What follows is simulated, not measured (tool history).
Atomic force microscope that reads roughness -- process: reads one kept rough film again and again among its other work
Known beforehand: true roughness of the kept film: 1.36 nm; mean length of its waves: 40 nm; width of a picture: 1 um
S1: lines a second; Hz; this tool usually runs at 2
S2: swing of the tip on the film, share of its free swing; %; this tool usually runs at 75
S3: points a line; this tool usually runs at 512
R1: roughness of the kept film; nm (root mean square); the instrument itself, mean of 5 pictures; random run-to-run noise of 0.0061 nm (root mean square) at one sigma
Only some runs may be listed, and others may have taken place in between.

run    hour    S1  S2   S3     R1
  1       0     2  75  512  1.142
  2    52.6     2  75  512  1.102
         82  -- new tip fitted
  3    90.5     2  75  387  1.151
  4   145.3     2  75  512  1.107
      169.8  -- new tip fitted
  5     191     2  75  512  1.126
  6   228.7     2  75  512  1.106
      263.5  -- new tip fitted
  7   263.5     2  75  512  1.164
  8   340.1  0.74  75  512  1.181
      353.3  -- new tip fitted
  9   407.1  0.74  75  512  1.211
      443.5  -- new tip fitted
 10   474.2  0.74  75  512  1.241
 11   514.4  0.74  75  512   1.19
      533.1  -- new tip fitted
 12   563.5  0.74  75  512  1.232
 13   611.2     2  75  512  1.081
      624.2  -- new tip fitted
 14   654.7     2  75  512  1.133
      712.1  -- new tip fitted
 15   718.8     2  75  512  1.161
 16   785.7     2  75  512  1.089
      801.3  -- new tip fitted
 17   821.8     2  75  512  1.138
      893.7  -- new tip fitted
 18   897.5     2  75  512  1.163
 19     944     2  75  512  1.112
        981  -- new tip fitted
 20  1023.4     2  75  512  1.117
     1069.4  -- new tip fitted
 21  1080.1     2  75  512   1.16
       1131  -- height scale calibrated on a step standard
 22  1151.2     2  75  512  1.072
     1162.4  -- new tip fitted
 23  1211.3     2  75  512  1.112
     1250.9  -- new tip fitted
 24  1250.9     2  75  512  1.158
 25  1331.2   2.7  65  376   1.11
     1339.2  -- new tip fitted
 26  1385.8   2.7  65  376  1.133
     1433.1  -- new tip fitted
 27  1445.9  1.38  73  772  1.203
 28  1503.8  2.81  68  580   1.09
     1521.9  -- new tip fitted
 29  1559.1  1.27  65  512   1.21
 30    1595  1.66  63  512  1.175
     1610.6  -- new tip fitted
 31  1671.3  1.66  63  512   1.19
     1699.7  -- new tip fitted
 32  1739.2  0.89  63  998  1.239
 33  1785.9  0.89  63  998  1.199
     1792.7  -- new tip fitted
 34  1828.6  0.89  63  998  1.246
 35  1877.1  0.89  63  998  1.203
     1882.7  -- new tip fitted
 36  1950.6  0.89  63  988  1.221
     1972.4  -- new tip fitted
 37  2013.4  0.89  86  655  1.146
     2062.5  -- new tip fitted
 38  2069.6     2  85  334   1.06
 39  2148.4     2  78  334  1.035
     2153.5  -- new tip fitted
 40  2222.9     2  73  862  1.103
     2242.2  -- new tip fitted
 41  2306.7     2  63  726  1.173
     2331.9  -- new tip fitted
 42  2372.6  0.76  86  512  1.165
     2424.6  -- new tip fitted
 43  2455.6  3.15  75  512   1.04
 44  2499.2  3.15  75  512   1.01
     2518.8  -- new tip fitted
 45  2534.4  3.15  75  512  1.059
       2609  -- new tip fitted
 46  2609.6  3.15  75  512   1.08
 47  2645.4  0.53  72  512  1.248
 48  2691.5  0.53  72  512  1.205

Selected run-to-run steps in R1, each split into two signed amounts: the part the tool would show with no hidden state at all (from settings, incoming material and random variation), and the remainder, which goes to the hidden state together with any gauge scatter not common to the measured and the hidden-state-free results:
The hidden state here: radius of the tip, nm; height scale over the true one, %; drift of the gauge itself on roughness_nm, %.
Run 7 -> 8: S1 2 -> 0.74. R1 +0.017 nm (root mean square): hidden state -0.082, all else +0.099.
Run 12 -> 13: S1 0.74 -> 2. R1 -0.151 nm (root mean square): hidden state -0.043, all else -0.108.
Run 21 -> 22: height scale calibrated on a step standard. R1 -0.088 nm (root mean square): hidden state -0.083, all else -0.005.
Run 24 -> 25: S1 2 -> 2.7, S2 75 -> 65, S3 512 -> 376. R1 -0.048 nm (root mean square): hidden state -0.083, all else +0.035.
Run 42 -> 43: S1 0.76 -> 3.15, S2 86 -> 75, new tip fitted. R1 -0.125 nm (root mean square): hidden state +0.016, all else -0.141.
Run 46 -> 47: S1 3.15 -> 0.53, S2 75 -> 72. R1 +0.168 nm (root mean square): hidden state -0.038, all else +0.206.

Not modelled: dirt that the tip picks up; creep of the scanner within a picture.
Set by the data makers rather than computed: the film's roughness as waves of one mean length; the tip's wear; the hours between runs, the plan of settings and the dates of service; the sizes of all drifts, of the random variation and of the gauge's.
